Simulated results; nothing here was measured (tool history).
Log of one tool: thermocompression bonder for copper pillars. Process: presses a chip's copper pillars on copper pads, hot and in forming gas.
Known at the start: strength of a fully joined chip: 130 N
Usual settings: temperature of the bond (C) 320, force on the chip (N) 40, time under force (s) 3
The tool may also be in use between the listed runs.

run    hour  temperature of the bond (C)  force on the chip (N)  time under force (s)  force that shears a chip off (N)
  1       0                          320                     40                     3                              58.3
  2    19.2                          320                     40                     3                              59.3
  3    52.5                          320                     40                     3                                59
  4    85.8                          320                     40                     3                              59.4
  5   116.9                          320                     40                     3                              59.5
  6   146.4                          320                     40                     2                              49.8
  7   166.8                          320                     40                     2                              49.8
  8   187.5                          320                     40                     2                              50.4
  9   222.5                          320                     40                     2                              50.5
 10   265.6                          320                     40                     2                              50.9
 11   290.8                          328                     40                     3                              66.5
 12   317.5                          328                     40                     3                              64.9
 13   344.6                          328                     40                     3                              64.9
 14   370.1                          328                     40                     3                                64
 15     391                          328                     40                     3                              63.5
 16   423.7                          320                     35                     3                              53.5
 17   456.7                          320                     40                     3                              58.3
 18   478.7                          320                     40                     3                              58.7
 19   508.1                          320                     40                     3                              58.8
 20   551.3                          320                     40                     3                              58.2
 21   571.7                          320                     40                     3                              59.6
 22   614.6                          320                     40                     3                              58.9
 23   644.9                          324                     39                     3                              61.2
 24   680.1                          318                     25                     3                              38.6
 25   716.6                          320                     26                     6                              53.9
 26     750                          340                     26                     6                              67.9
 27   773.8                          320                     35                     4                              57.9
 28     813                          320                     35                     4                              58.6
 29   844.7                          308                     35                     4                              50.6
 30   881.4                          339                     29                     9                              81.4
 31   903.5                          324                     25                     4                              48.4
 32   939.6                          320                     28                     4                              49.9
 33   977.8                          320                     40                     5                                71
 34  1002.8                          320                     40                     5                              70.7
 35    1028                          320                     43                     5                              74.3
 36  1046.1                          320                     43                     5                              73.3
 37  1063.9                          320                     43                     5                              73.3
 38  1103.6                          291                     29                     3                              30.5
 39  1141.2                          291                     29                     3                              30.7
 40  1165.9                          291                     49                     3                              48.8

Taken out of this log: 1 entry between the listed runs. Where each belongs, and how the hidden state differs across it:
Between runs 21 and 22: forming gas filter changed (hour 603.2)
  force that reaches the chip, % of what is set: 100.3 -> 100.4; oxide that the forming gas leaves, % of the face: 0.96 -> 0.52

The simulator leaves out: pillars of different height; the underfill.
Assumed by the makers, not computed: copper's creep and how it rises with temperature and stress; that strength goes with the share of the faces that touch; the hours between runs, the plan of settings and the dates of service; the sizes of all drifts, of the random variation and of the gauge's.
